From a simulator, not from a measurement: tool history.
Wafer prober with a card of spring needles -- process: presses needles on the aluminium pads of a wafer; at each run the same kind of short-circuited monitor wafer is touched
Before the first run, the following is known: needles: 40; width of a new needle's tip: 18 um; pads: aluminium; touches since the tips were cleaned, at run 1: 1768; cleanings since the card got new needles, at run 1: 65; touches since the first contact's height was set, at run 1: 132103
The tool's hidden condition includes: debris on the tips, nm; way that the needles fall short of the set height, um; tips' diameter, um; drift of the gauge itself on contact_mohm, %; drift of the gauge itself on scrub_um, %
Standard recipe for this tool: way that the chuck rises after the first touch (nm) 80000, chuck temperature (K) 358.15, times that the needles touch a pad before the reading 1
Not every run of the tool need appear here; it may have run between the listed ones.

run,hour,way that the chuck rises after the first touch (nm),chuck temperature (K),times that the needles touch a pad before the reading,touches since the tips were cleaned,cleanings since the card got new needles,touches since the first contact's height was set,resistance of one needle with its contact and lead (mohm),way that a needle slides on the pad (nm)
1,0.0,80000,358.15,1,1768,65,132103,233,18610
# hour 7.3: tips cleaned on abrasive film
# hour 20.3: tips cleaned on abrasive film
2,22.1,80000,358.15,1,551,67,138617,219,18610
# hour 33.3: tips cleaned on abrasive film
3,36.0,98000,358.15,1,817,68,142703,215,22900
# hour 46.9: tips cleaned on abrasive film
4,52.7,71000,358.15,1,1722,69,147623,243,16450
# hour 56.8: height of the first contact set anew
# hour 60.4: tips cleaned on abrasive film
5,71.2,80000,358.15,1,3205,70,4236,250,18450
# hour 74.4: tips cleaned on abrasive film
# hour 87.4: tips cleaned on abrasive film
6,89.0,80000,358.15,1,471,72,9465,215,18470
# hour 100.9: tips cleaned on abrasive film
7,110.0,80000,358.15,1,2685,73,15653,246,18400
# hour 114.5: tips cleaned on abrasive film
8,121.0,72000,358.15,1,1943,74,18912,244,16490
# hour 128.5: tips cleaned on abrasive film
# hour 143.2: tips cleaned on abrasive film
9,144.2,77000,358.15,1,312,76,25736,219,17660
# hour 157.3: tips cleaned on abrasive film
10,160.5,80000,358.15,1,969,77,30545,227,18430
# hour 170.2: tips cleaned on abrasive film
11,179.6,80000,303.15,1,2805,78,36186,238,18360
# hour 183.4: tips cleaned on abrasive film
# hour 186.6: height of the first contact set anew, once more
12,191.3,80000,394.15,1,2259,79,1419,248,19030
# hour 197.5: tips cleaned on abrasive film
13,206.7,80000,394.15,1,2724,80,5946,253,19050
# hour 211.8: tips cleaned on abrasive film
14,220.2,80000,394.15,1,2508,81,9940,251,19010
# hour 225.5: tips cleaned on abrasive film
15,237.4,80000,394.15,1,3544,82,15014,258,19010
# hour 239.0: tips cleaned on abrasive film
# hour 251.8: tips cleaned on abrasive film
16,253.0,80000,394.15,1,357,84,19583,219,18970
# hour 264.7: tips cleaned on abrasive film
17,270.3,80000,394.15,1,1684,85,24693,238,18900
# hour 277.4: tips cleaned on abrasive film
18,287.8,70000,358.15,2,3085,86,29846,240,16540
# hour 291.1: tips cleaned on abrasive film
19,303.6,92000,304.15,2,3708,87,34498,219,21740
# hour 305.7: tips cleaned on abrasive film
20,315.1,64000,304.15,2,2789,88,37882,232,15120
# hour 318.8: tips cleaned on abrasive film
# hour 331.6: tips cleaned on abrasive film
21,336.4,97000,358.15,3,1421,90,44143,208,22940
# hour 344.9: tips cleaned on abrasive film
22,351.5,67000,354.15,1,1945,91,48607,258,15760
# hour 359.2: tips cleaned on abrasive film
# hour 372.9: tips cleaned on abrasive film
23,372.9,67000,308.15,1,0,93,54908,207,15720
# hour 385.9: tips cleaned on abrasive film
24,395.4,80000,388.15,1,2815,94,61557,257,18820
# hour 399.3: tips cleaned on abrasive film
25,405.4,88000,315.15,2,1815,95,64482,213,20740
# hour 412.5: tips cleaned on abrasive film
26,424.3,81000,394.15,2,3511,96,70073,240,19030
# hour 425.5: tips cleaned on abrasive film
# hour 439.9: tips cleaned on abrasive film
27,442.9,77000,394.15,2,888,98,75517,229,18040
# hour 452.8: tips cleaned on abrasive film
28,462.6,77000,394.15,2,2900,99,81348,239,18070
# hour 466.4: tips cleaned on abrasive film
# hour 479.7: tips cleaned on abrasive film
29,482.8,77000,394.15,2,926,101,87283,226,18050
# hour 492.8: tips cleaned on abrasive film
30,500.6,77000,394.15,2,2301,102,92526,240,18030
# hour 506.9: tips cleaned on abrasive film
# hour 520.6: tips cleaned on abrasive film
31,521.8,85000,345.15,2,377,104,98781,209,19860

Below, some changes in resistance of one needle with its contact and lead (mohm) between adjacent runs. For each, the amount present without the hidden state too (settings, incoming material, random variation) and the amount remaining for the hidden state with gauge scatter not shared by both compared results:
Run 15 -> 16: tips cleaned on abrasive film, tips cleaned on abrasive film. resistance of one needle with its contact and lead (mohm) -39: hidden state -36, all else -3.
Run 21 -> 22: way that the chuck rises after the first touch (nm) 97000 -> 67000, chuck temperature (K) 358.15 -> 354.15, times that the needles touch a pad before the reading 3 -> 1, tips cleaned on abrasive film. resistance of one needle with its contact and lead (mohm) +50: hidden state +41, all else +9.
Run 22 -> 23: chuck temperature (K) 354.15 -> 308.15, tips cleaned on abrasive film, tips cleaned on abrasive film. resistance of one needle with its contact and lead (mohm) -51: hidden state -39, all else -12.
Run 23 -> 24: way that the chuck rises after the first touch (nm) 67000 -> 80000, chuck temperature (K) 308.15 -> 388.15, tips cleaned on abrasive film. resistance of one needle with its contact and lead (mohm) +50: hidden state +32, all else +18.

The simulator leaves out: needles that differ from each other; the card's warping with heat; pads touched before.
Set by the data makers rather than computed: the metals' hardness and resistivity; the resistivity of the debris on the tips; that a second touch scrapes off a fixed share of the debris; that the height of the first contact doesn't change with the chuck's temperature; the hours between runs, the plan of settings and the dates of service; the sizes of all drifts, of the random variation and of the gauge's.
